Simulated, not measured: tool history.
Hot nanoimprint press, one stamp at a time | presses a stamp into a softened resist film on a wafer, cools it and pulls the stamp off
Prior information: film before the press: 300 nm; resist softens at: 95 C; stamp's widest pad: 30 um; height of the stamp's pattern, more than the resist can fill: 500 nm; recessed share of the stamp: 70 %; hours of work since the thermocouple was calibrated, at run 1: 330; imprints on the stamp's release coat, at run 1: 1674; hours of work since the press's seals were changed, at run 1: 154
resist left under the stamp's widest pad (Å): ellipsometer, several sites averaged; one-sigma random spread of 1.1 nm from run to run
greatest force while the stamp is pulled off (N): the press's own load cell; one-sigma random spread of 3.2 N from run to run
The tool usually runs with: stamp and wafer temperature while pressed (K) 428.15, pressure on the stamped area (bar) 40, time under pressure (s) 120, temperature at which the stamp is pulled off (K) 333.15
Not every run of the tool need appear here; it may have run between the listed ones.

run	day	stamp and wafer temperature while pressed (K)	pressure on the stamped area (bar)	time under pressure (s)	temperature at which the stamp is pulled off (K)	hours of work since the thermocouple was calibrated	imprints on the stamp's release coat	hours of work since the press's seals were changed	resist left under the stamp's widest pad (Å)	greatest force while the stamp is pulled off (N)
1	0	428.15	40	120	333.15	330	1674	154	1745	249
2	1.512	428.15	40	116	333.15	347	1758	171	1777	265
3	2.375	433.15	40	116	333.15	356	1807	180	1448	260
4	4.154	428.15	31	120	333.15	376	1906	200	1959	258
5	5.217	428.15	31	120	333.15	388	1965	211	1934	267
6	7.3	428.15	31	120	333.15	410	2081	234	1957	280
7	9.079	428.15	40	120	333.15	430	2180	254	1749	288
8	10.738	428.15	40	120	333.15	448	2273	272	1770	301
9	11.954	428.15	40	120	333.15	462	2340	285	1780	292
# day 12.954: plate thermocouple calibrated
10	13.442	428.15	40	120	333.15	5	2416	300	1709	290
# day 14.546: stamp cleaned and given a new release coat
11	15.154	428.15	40	120	333.15	21	34	316	1726	155
12	16.725	428.15	40	120	333.15	39	121	334	1731	156
13	18.308	428.15	40	120	336.15	56	209	351	1733	160
14	19.221	428.15	40	120	336.15	66	260	361	1732	156
15	20.079	428.15	40	120	324.15	76	308	371	1713	201
16	21.838	428.15	40	129	333.15	95	406	390	1687	174
17	23.546	428.15	35.9	196	333.15	114	501	409	1574	180
18	24.938	438.15	46.5	196	330.15	129	579	424	900	198
19	26.3	438.15	46.5	196	330.15	144	655	439	908	202

Below are 5 alternative next runs, each starting from the tool's condition after run 19. Predict each:
A	28.079	428.15	62.3	120	333.15	164	754	458	?	?
B	28.079	428.15	40	76	333.15	164	754	458	?	?
C	28.079	426.15	31.6	196	339.15	164	754	458	?	?
D	28.079	428.15	40	104	329.15	164	754	458	?	?
E	28.079	437.15	46.5	119	324.15	164	754	458	?	?

run	resist left under the stamp's widest pad (Å)	greatest force while the stamp is pulled off (N)
A	1436	204
B	1984	197
C	1783	170
D	1827	217
E	1141	238
Without the tool's hidden state the same runs would have given:
run	resist left under the stamp's widest pad (Å)	greatest force while the stamp is pulled off (N)
A	1370	158
B	1920	153
C	1719	132
D	1761	169
E	1093	186

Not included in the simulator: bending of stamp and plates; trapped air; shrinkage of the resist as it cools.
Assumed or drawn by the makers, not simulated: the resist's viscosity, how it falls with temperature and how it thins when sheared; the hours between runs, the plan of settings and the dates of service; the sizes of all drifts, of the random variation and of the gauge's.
